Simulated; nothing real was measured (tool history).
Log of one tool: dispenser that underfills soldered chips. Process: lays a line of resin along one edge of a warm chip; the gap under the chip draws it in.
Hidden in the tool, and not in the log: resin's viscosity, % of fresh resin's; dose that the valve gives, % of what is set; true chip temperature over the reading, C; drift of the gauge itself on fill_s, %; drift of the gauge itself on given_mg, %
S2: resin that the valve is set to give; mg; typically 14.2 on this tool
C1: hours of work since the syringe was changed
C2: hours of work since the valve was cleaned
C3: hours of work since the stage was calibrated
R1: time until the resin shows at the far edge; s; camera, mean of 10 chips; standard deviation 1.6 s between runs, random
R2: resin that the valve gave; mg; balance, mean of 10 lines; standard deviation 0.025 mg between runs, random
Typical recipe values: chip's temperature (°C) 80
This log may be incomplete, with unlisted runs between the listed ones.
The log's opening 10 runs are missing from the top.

{"run": 11, "day": 1.912, "chip's temperature (°C)": 85, "S2": 14.2, "C1": 4, "C2": 9, "C3": 216, "R1": 171.9, "R2": 14.1}
{"day": 2.029, "done": "new syringe of resin"}
{"run": 12, "day": 2.071, "chip's temperature (°C)": 85, "S2": 14.2, "C1": 1, "C2": 12, "C3": 219, "R1": 131.7, "R2": 14.08}
{"run": 13, "day": 2.288, "chip's temperature (°C)": 85, "S2": 14.2, "C1": 5, "C2": 16, "C3": 223, "R1": 188.8, "R2": 14.09}
{"day": 2.354, "done": "new syringe of resin"}
{"run": 14, "day": 2.45, "chip's temperature (°C)": 80, "S2": 14.2, "C1": 2, "C2": 19, "C3": 225, "R1": 182.8, "R2": 14.07}
{"run": 15, "day": 2.65, "chip's temperature (°C)": 80, "S2": 14.2, "C1": 5, "C2": 23, "C3": 229, "R1": 254.1, "R2": 14.07}
{"day": 2.683, "done": "new syringe of resin"}
{"run": 16, "day": 2.892, "chip's temperature (°C)": 80, "S2": 14.2, "C1": 4, "C2": 27, "C3": 233, "R1": 216.4, "R2": 14.05}
{"day": 3.008, "done": "new syringe of resin"}
{"run": 17, "day": 3.025, "chip's temperature (°C)": 80, "S2": 12.1, "C1": 0, "C2": 29, "C3": 236, "R1": 169.1, "R2": 11.91}
{"run": 18, "day": 3.162, "chip's temperature (°C)": 80, "S2": 14.3, "C1": 3, "C2": 32, "C3": 238, "R1": 209.5, "R2": 14.08}
{"day": 3.333, "done": "new syringe of resin"}
{"run": 19, "day": 3.4, "chip's temperature (°C)": 92, "S2": 14.2, "C1": 1, "C2": 36, "C3": 242, "R1": 97.8, "R2": 13.96}
{"run": 20, "day": 3.629, "chip's temperature (°C)": 92, "S2": 14.2, "C1": 5, "C2": 40, "C3": 247, "R1": 142, "R2": 13.96}
{"day": 3.654, "done": "new syringe of resin"}
{"run": 21, "day": 3.838, "chip's temperature (°C)": 70, "S2": 16.5, "C1": 3, "C2": 44, "C3": 250, "R1": 343.7, "R2": 16.17}
{"day": 3.979, "done": "new syringe of resin"}
{"run": 22, "day": 3.983, "chip's temperature (°C)": 66, "S2": 14.7, "C1": 0, "C2": 46, "C3": 253, "R1": 327.2, "R2": 14.43}
{"run": 23, "day": 4.246, "chip's temperature (°C)": 91, "S2": 16.8, "C1": 5, "C2": 51, "C3": 257, "R1": 140.9, "R2": 16.48}
{"day": 4.3, "done": "new syringe of resin"}
{"day": 4.483, "done": "dispensing valve cleaned and set on the balance"}
{"run": 24, "day": 4.512, "chip's temperature (°C)": 68, "S2": 17.6, "C1": 3, "C2": 1, "C3": 261, "R1": 379.8, "R2": 17.54}
{"day": 4.658, "done": "new syringe of resin"}
{"run": 25, "day": 4.738, "chip's temperature (°C)": 80, "S2": 15.6, "C1": 1, "C2": 4, "C3": 265, "R1": 178.7, "R2": 15.53}
{"run": 26, "day": 4.938, "chip's temperature (°C)": 80, "S2": 15.6, "C1": 5, "C2": 8, "C3": 269, "R1": 245.1, "R2": 15.53}
{"day": 4.971, "done": "new syringe of resin"}
{"run": 27, "day": 5.162, "chip's temperature (°C)": 85, "S2": 15.2, "C1": 4, "C2": 12, "C3": 273, "R1": 171.3, "R2": 15.09}
{"day": 5.288, "done": "new syringe of resin"}
{"run": 28, "day": 5.354, "chip's temperature (°C)": 81, "S2": 13.9, "C1": 1, "C2": 15, "C3": 276, "R1": 167.2, "R2": 13.81}
{"run": 29, "day": 5.542, "chip's temperature (°C)": 81, "S2": 13.9, "C1": 5, "C2": 19, "C3": 280, "R1": 225.9, "R2": 13.78}
{"day": 5.612, "done": "new syringe of resin"}
{"run": 30, "day": 5.679, "chip's temperature (°C)": 70, "S2": 17.8, "C1": 1, "C2": 21, "C3": 282, "R1": 289.9, "R2": 17.59}
{"run": 31, "day": 5.867, "chip's temperature (°C)": 68, "S2": 14.4, "C1": 5, "C2": 25, "C3": 286, "R1": 440.2, "R2": 14.22}
{"day": 5.929, "done": "new syringe of resin"}
{"run": 32, "day": 6.088, "chip's temperature (°C)": 68, "S2": 14, "C1": 3, "C2": 28, "C3": 289, "R1": 376.6, "R2": 13.77}
{"day": 6.242, "done": "new syringe of resin"}
{"run": 33, "day": 6.35, "chip's temperature (°C)": 69, "S2": 16.3, "C1": 2, "C2": 33, "C3": 294, "R1": 326.8, "R2": 16.07}
{"day": 6.562, "done": "new syringe of resin"}
{"run": 34, "day": 6.562, "chip's temperature (°C)": 70, "S2": 15.6, "C1": 0, "C2": 37, "C3": 298, "R1": 266.9, "R2": 15.38}
{"run": 35, "day": 6.667, "chip's temperature (°C)": 70, "S2": 15.6, "C1": 2, "C2": 39, "C3": 300, "R1": 316.9, "R2": 15.31}

Predict each of these 3 candidate next runs independently; none follows another, all start after run 35:
{"run": "A", "day": 6.858, "chip's temperature (°C)": 82, "S2": 17.1, "C1": 5, "C2": 42, "C3": 303, "R1": "?", "R2": "?"}
{"run": "B", "day": 6.858, "chip's temperature (°C)": 80, "S2": 17, "C1": 5, "C2": 42, "C3": 303, "R1": "?", "R2": "?"}
{"run": "C", "day": 6.858, "chip's temperature (°C)": 82, "S2": 15.7, "C1": 5, "C2": 42, "C3": 303, "R1": "?", "R2": "?"}

run=A R1=229.1 R2=16.79
run=B R1=255 R2=16.71
run=C R1=231.8 R2=15.44
What these runs would have given with no unlogged condition in the tool:
run=A R1=137.8 R2=17.12
run=B R1=153.2 R2=17.03
run=C R1=139.3 R2=15.73
